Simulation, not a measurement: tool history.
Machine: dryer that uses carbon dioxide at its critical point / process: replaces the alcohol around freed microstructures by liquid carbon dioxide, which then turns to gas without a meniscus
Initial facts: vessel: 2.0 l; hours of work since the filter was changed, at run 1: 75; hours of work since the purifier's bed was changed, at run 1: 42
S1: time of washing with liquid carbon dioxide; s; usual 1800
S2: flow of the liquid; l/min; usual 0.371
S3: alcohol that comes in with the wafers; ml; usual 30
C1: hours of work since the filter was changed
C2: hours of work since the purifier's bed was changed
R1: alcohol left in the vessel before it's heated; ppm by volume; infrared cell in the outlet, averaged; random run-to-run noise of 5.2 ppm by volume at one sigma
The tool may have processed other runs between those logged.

run   hour    S1     S2  S3   C1   C2   R1
  1      0  1800  0.371  30   75   42  113
  2   28.7  1800  0.371  30   98   65  111
  3   52.5  1800  0.371  30  117   84  115
  4   97.1  1800  0.371  30  152  119  140
  5  127.4  1800  0.371  30  177  143  131
     145.6  -- inlet filter changed
  6  153.6  1800  0.371  21    6  163   81
  7  199.4  1800  0.371  21   43  200   97
  8  225.1  1800  0.371  56   63  220  204
  9  248.2  1980  0.363  56   82  239  151
 10  279.5  1980  0.363  56  107  264  163
 11  322.7  1800  0.286  45  141  298  550
 12  360.7  1800  0.286  45  171  328  552

Here are 5 independent what-if runs from the current tool condition. What would each one return?
     384.6  -- inlet filter changed
  A  395.2  1800  0.242  30   8  355   ?
     384.6  -- inlet filter changed
  B  395.2  2160  0.283  66   8  355   ?
     384.6  -- inlet filter changed
  C  395.2  2160  0.371  33   8  355   ?
     384.6  -- inlet filter changed
  D  395.2  2460  0.387  29   8  355   ?
     384.6  -- inlet filter changed
  E  395.2  1800  0.371  49   8  355   ?

run   R1
  A  580
  B  342
  C   85
  D   52
  E  194
With no hidden state in the tool, these same runs would have given:
run   R1
  A  530
  B  294
  C   40
  D    9
  E  147
